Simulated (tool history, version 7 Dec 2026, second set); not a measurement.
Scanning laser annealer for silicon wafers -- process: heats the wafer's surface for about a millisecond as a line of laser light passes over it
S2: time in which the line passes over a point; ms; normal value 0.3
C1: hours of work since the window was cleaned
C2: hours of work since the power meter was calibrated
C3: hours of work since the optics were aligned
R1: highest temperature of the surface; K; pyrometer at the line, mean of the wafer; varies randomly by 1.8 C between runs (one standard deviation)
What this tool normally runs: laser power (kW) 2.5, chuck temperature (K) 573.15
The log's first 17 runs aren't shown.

run 18 day=6.929 | laser_power_(kW)=2.5 S2=0.336 chuck_temperature_(K)=573.15 | C1=97 C2=114 C3=28 | R1=1360.15
run 19 day=7.475 | laser_power_(kW)=2.5 S2=0.336 chuck_temperature_(K)=573.15 | C1=105 C2=122 C3=35 | R1=1360.15
-- day=7.954 optics aligned, line set to its width, once more
run 20 day=8.171 | laser_power_(kW)=2.5 S2=0.336 chuck_temperature_(K)=573.15 | C1=111 C2=128 C3=3 | R1=1373.15
run 21 day=8.704 | laser_power_(kW)=2.5 S2=0.336 chuck_temperature_(K)=573.15 | C1=118 C2=135 C3=10 | R1=1375.15
run 22 day=8.971 | laser_power_(kW)=2.587 S2=0.297 chuck_temperature_(K)=567.15 | C1=122 C2=139 C3=13 | R1=1356.15
run 23 day=9.383 | laser_power_(kW)=2.5 S2=0.329 chuck_temperature_(K)=561.15 | C1=127 C2=144 C3=19 | R1=1354.15
run 24 day=9.85 | laser_power_(kW)=2.5 S2=0.329 chuck_temperature_(K)=561.15 | C1=133 C2=150 C3=25 | R1=1350.15
run 25 day=10.125 | laser_power_(kW)=2.5 S2=0.326 chuck_temperature_(K)=604.15 | C1=137 C2=154 C3=29 | R1=1395.15
run 26 day=10.583 | laser_power_(kW)=2.728 S2=0.259 chuck_temperature_(K)=573.15 | C1=143 C2=160 C3=35 | R1=1361.15
run 27 day=11.017 | laser_power_(kW)=2.186 S2=0.3 chuck_temperature_(K)=573.15 | C1=149 C2=166 C3=41 | R1=1215.15
run 28 day=11.358 | laser_power_(kW)=2.641 S2=0.219 chuck_temperature_(K)=600.15 | C1=153 C2=170 C3=45 | R1=1298.15
run 29 day=11.696 | laser_power_(kW)=2.641 S2=0.219 chuck_temperature_(K)=600.15 | C1=158 C2=175 C3=50 | R1=1298.15
run 30 day=12.258 | laser_power_(kW)=2.588 S2=0.28 chuck_temperature_(K)=560.15 | C1=165 C2=182 C3=57 | R1=1327.15
run 31 day=12.5 | laser_power_(kW)=2.272 S2=0.269 chuck_temperature_(K)=573.15 | C1=168 C2=186 C3=60 | R1=1216.15
run 32 day=13.008 | laser_power_(kW)=2.195 S2=0.269 chuck_temperature_(K)=592.15 | C1=175 C2=192 C3=67 | R1=1203.15
run 33 day=13.454 | laser_power_(kW)=2.567 S2=0.226 chuck_temperature_(K)=593.15 | C1=181 C2=198 C3=73 | R1=1279.15
run 34 day=13.917 | laser_power_(kW)=2.567 S2=0.226 chuck_temperature_(K)=593.15 | C1=187 C2=204 C3=79 | R1=1276.15
run 35 day=14.196 | laser_power_(kW)=2.293 S2=0.257 chuck_temperature_(K)=573.15 | C1=191 C2=208 C3=83 | R1=1207.15
run 36 day=14.446 | laser_power_(kW)=2.293 S2=0.257 chuck_temperature_(K)=573.15 | C1=194 C2=211 C3=86 | R1=1207.15
run 37 day=14.954 | laser_power_(kW)=2.293 S2=0.257 chuck_temperature_(K)=573.15 | C1=201 C2=218 C3=93 | R1=1206.15
run 38 day=15.379 | laser_power_(kW)=2.397 S2=0.227 chuck_temperature_(K)=604.15 | C1=207 C2=224 C3=98 | R1=1233.15
run 39 day=15.754 | laser_power_(kW)=2.397 S2=0.227 chuck_temperature_(K)=604.15 | C1=212 C2=229 C3=103 | R1=1233.15
run 40 day=16.108 | laser_power_(kW)=2.275 S2=0.3 chuck_temperature_(K)=537.15 | C1=216 C2=233 C3=108 | R1=1210.15
run 41 day=16.367 | laser_power_(kW)=2.264 S2=0.3 chuck_temperature_(K)=573.15 | C1=220 C2=237 C3=112 | R1=1238.15

Predict each of these 3 candidate next runs independently; none follows another, all start after run 41:
run A day=16.892 | laser_power_(kW)=2.566 S2=0.3 chuck_temperature_(K)=573.15 | C1=227 C2=244 C3=119 | R1=?
run B day=16.892 | laser_power_(kW)=2.638 S2=0.255 chuck_temperature_(K)=573.15 | C1=227 C2=244 C3=119 | R1=?
run C day=16.892 | laser_power_(kW)=2.298 S2=0.3 chuck_temperature_(K)=573.15 | C1=227 C2=244 C3=119 | R1=?

run=A R1=1350.15
run=B R1=1321.15
run=C R1=1251.15
Without the tool's hidden state the same runs would have given:
run=A R1=1364.15
run=B R1=1334.15
run=C R1=1263.15
